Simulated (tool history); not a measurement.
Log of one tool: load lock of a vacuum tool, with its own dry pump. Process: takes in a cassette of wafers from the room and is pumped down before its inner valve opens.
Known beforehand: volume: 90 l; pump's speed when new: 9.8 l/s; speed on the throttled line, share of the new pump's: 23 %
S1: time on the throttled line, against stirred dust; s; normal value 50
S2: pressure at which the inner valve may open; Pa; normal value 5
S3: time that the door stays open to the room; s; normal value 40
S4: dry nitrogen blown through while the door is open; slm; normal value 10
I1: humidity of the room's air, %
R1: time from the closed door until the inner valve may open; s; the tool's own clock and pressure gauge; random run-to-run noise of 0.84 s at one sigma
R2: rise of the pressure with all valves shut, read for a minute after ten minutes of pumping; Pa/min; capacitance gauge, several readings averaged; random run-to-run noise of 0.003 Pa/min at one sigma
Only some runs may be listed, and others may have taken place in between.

run    hour  S1  S2   S3  S4    I1     R1     R2
  1     0.0  50   5   40  10  42.0  132.8  0.042
  2   171.7  29   5   40  10  42.9  115.1  0.040
  3   339.7  29   5   40  10  43.3  115.0  0.037
  4   578.3  29   5   40  10  46.0  114.7  0.050
  5   853.9  29   5   40  10  42.7  115.5  0.045
  6  1084.8  29   5   40  10  39.2  115.3  0.042
  7  1331.2  29   5   40  12  44.5  117.4  0.048
  8  1563.0  29   5   40  12  48.2  117.0  0.050
  9  1762.6  83   5  120  12  45.0  159.4  0.083
 10  1906.4  83   5  120  12  47.6  159.6  0.082
 11  2084.7  50   5   28  15  46.3  132.0  0.046

What does the tool deliver on the next run?
 12  2247.9  50   5  28  15  42.6   ?   ?

Run 12 came out at R1 134.2 s, R2 0.041 Pa/min.
The same run, on a tool lacking any hidden state, would have yielded R1 131.5 s, R2 0.027 Pa/min.

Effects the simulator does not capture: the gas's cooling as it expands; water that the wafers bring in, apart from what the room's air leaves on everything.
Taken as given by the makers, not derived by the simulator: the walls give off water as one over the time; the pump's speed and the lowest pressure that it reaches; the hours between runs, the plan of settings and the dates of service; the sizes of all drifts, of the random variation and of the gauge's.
